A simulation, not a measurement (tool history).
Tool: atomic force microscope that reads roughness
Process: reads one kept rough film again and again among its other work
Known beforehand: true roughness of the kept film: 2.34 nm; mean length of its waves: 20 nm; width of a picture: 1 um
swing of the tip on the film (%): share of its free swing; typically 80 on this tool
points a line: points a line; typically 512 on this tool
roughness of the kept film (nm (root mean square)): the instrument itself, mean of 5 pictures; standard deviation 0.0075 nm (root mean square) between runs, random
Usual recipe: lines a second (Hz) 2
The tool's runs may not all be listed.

run   hour  lines a second (Hz)  swing of the tip on the film (%)  points a line  roughness of the kept film (nm (root mean square))
  1      0                    2                                80            512                                               1.174
  2    8.6                    2                                80            512                                               1.161
  3   19.1                    2                                80            512                                                1.13
  4   23.7                    2                                80            512                                                1.12
  5   33.3                    2                                80            512                                               1.087
  6     38                    2                                82            512                                               1.057
  7   43.7                    2                                82            512                                               1.045
  8   49.9                 0.97                                82            512                                               1.133
  9   54.7                 0.97                                82            512                                               1.128
 10   60.8                 0.97                                82            512                                                1.12
 11   71.1                 0.97                                82            512                                               1.664
 12     81                 0.97                                82            512                                               1.623
 13   86.4                 0.97                                82            512                                               1.601
 14   95.8                    2                                80            883                                               1.456
 15  103.6                    2                                80            888                                               1.415
 16  109.2                    2                                80            422                                               1.387
 17    116                    2                                80            512                                               1.363
 18    124                    2                                80            591                                               1.337
 19  132.2                    2                                80            591                                               1.315
 20  136.6                    2                                80            591                                               1.298
 21  146.4                    2                                80            512                                                1.27
 22  151.7                 0.92                                85            585                                               1.336
 23  157.8                 0.82                                76            524                                               1.377
 24  162.9                 0.82                                76            524                                               1.355
 25    168                 0.82                                76            524                                               1.336
 26  175.3                 1.14                                80            913                                               1.272
 27  180.4                 1.14                                80            913                                               1.257
 28  185.3                 1.14                                80            758                                               1.246
 29  192.3                 0.54                                62            512                                               1.323
 30  198.7                    1                                78            512                                               1.221
 31  208.5                    1                                78            512                                               1.196
 32  215.3                    1                                78            512                                               1.182
 33  221.3                 0.76                                83            512                                               1.173
 34  225.6                    2                                72            530                                                1.12
 35  234.6                    2                                72            530                                               1.096
 36    240                    2                                57            575                                               1.172
 37  250.9                 0.79                                73            512                                               1.707
 38  260.4                 1.61                                85            512                                               1.473
 39  270.7                 1.61                                88            512                                               1.396
 40  280.5                 0.68                                80            591                                               1.573
 41  289.6                 3.58                                80            591                                               1.228

Withheld: 2 entries from between the runs. Position of each, and hidden state at the listed run before versus the listed run after:
Runs 10 to 11: new tip fitted (hour 65.3)
  radius of the tip, nm: 38.3 -> 11.3; height scale over the true one, %: -0.34 -> -0.35
  difference, measured minus the result without the unlogged condition, roughness of the kept film (nm (root mean square)): -0.6 -> -0.047
Runs 36 to 37: new tip fitted (hour 241.2)
  radius of the tip, nm: 38.4 -> 11.9; height scale over the true one, %: -0.55 -> -0.56
  difference, measured minus the result without the unlogged condition, roughness of the kept film (nm (root mean square)): -0.632 -> -0.071

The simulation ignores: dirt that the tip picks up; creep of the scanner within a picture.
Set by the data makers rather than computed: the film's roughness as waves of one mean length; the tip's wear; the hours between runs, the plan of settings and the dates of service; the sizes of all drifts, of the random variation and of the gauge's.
